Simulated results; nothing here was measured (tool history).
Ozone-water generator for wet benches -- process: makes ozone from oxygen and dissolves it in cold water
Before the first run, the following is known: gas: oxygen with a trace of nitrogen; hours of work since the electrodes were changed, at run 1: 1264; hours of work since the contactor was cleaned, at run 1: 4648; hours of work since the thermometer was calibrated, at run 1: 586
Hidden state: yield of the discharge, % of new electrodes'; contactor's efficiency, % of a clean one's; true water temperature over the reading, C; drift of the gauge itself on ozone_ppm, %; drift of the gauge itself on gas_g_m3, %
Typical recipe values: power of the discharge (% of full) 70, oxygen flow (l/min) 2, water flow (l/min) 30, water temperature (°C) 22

run	hour	power of the discharge (% of full)	oxygen flow (l/min)	water flow (l/min)	water temperature (°C)	hours of work since the electrodes were changed	hours of work since the contactor was cleaned	hours of work since the thermometer was calibrated	dissolved ozone (ppm)	ozone in the gas ahead of the water (g/m3)
1	0	70	2	30	22	1264	4648	586	9.5	268.7
2	195.9	70	2	30	22	1423	4807	744	9.5	270.7
3	391.7	70	2	30	22	1581	4965	903	9.5	267.1
4	557.9	54	2	30	22	1716	5100	1037	7.8	222.4
# hour 623.5: contactor cleaned
5	661.5	70	2	30	19	1797	31	1118	9.4	267.8
6	818.2	70	2	30	19	1923	158	1245	9.8	265.2
7	966.3	70	2	30	22	2043	277	1365	9.6	265
8	1118.1	70	2	30	22	2166	400	1487	9.5	266.6
9	1320.4	70	1.08	30	22	2330	564	1651	7.3	341
10	1470.6	53	2	30	17	2451	686	1773	8.2	218.5
11	1584.8	70	2	30	21	2544	778	1865	9.6	263.6
12	1786.2	54	2	30	22	2707	941	2028	7.9	218.8
# hour 1800.3: water thermometer calibrated
13	1927.1	54	3.37	30	16	2820	1055	103	9.8	175
14	2122	54	1.47	42	16	2978	1213	260	4.6	246.4
15	2253.4	70	1.79	30	22	3085	1319	367	8.8	272.1
16	2345.4	60	3.3	28	18	3159	1393	441	10.8	190.5
17	2510.9	70	1.1	47	14	3293	1527	575	4.2	334.1

Forecast each of these 5 alternatives for the next run:
A	2604.9	70	1.1	41	15	3369	1603	651	?	?
B	2604.9	70	1.1	42	14	3369	1603	651	?	?
C	2604.9	70	1.1	23	14	3369	1603	651	?	?
D	2604.9	51	1.21	47	19	3369	1603	651	?	?
E	2604.9	75	1.1	47	14	3369	1603	651	?	?

run	dissolved ozone (ppm)	ozone in the gas ahead of the water (g/m3)
A	4.8	333.2
B	4.9	333.3
C	10.2	333.5
D	3.4	257.3
E	4.3	346.8
Stripped of hidden state, with their random variation kept, the same runs would have yielded:
run	dissolved ozone (ppm)	ozone in the gas ahead of the water (g/m3)
A	5.2	355.5
B	5.3	355.6
C	11	355.7
D	3.6	270.6
E	4.6	371.1

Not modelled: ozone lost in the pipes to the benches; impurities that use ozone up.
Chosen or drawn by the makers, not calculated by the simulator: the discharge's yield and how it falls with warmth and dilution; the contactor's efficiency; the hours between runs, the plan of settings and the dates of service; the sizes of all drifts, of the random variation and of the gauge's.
